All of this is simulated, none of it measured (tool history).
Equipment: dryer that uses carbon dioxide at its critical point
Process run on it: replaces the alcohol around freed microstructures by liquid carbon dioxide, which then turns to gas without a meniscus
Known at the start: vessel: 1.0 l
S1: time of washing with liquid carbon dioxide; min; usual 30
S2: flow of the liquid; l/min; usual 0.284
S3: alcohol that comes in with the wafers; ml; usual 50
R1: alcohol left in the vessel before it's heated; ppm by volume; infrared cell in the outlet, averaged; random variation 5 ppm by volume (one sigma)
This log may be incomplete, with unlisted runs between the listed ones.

run,hour,S1,S2,S3,R1
1,0.0,30,0.284,50,108
2,16.1,30,0.284,50,54
3,33.3,30,0.284,50,51
4,48.3,30,0.284,50,53
5,63.0,30,0.284,50,50
6,71.4,30,0.284,50,55
7,90.2,30,0.284,50,64
8,100.4,30,0.454,50,25
9,112.2,30,0.284,50,62
10,131.2,30,0.284,50,68
11,144.0,30,0.284,50,63
12,154.3,30,0.284,50,66
13,162.2,30,0.188,46,420
14,172.8,19,0.171,88,5892
15,187.4,19,0.171,88,5697
16,202.3,19,0.171,88,5850
17,213.4,19,0.171,88,5814
18,227.2,39,0.261,46,57
19,236.2,19,0.284,86,850
20,247.3,19,0.284,27,293
21,265.2,33,0.306,50,54
22,280.5,33,0.306,60,58
23,291.1,29,0.304,71,83

Withheld: 1 entry from between the runs. Position of each, and hidden state at the listed run before versus the listed run after:
After run 1, before run 2: inlet filter changed (hour 3.6)
  flow that reaches the vessel past the clogged filter, %: 84 -> 99.2; alcohol in the recycled carbon dioxide, ppm: 26.8 -> 28.2
  measured result minus the result with no hidden state, R1: +81 -> +25 ppm by volume
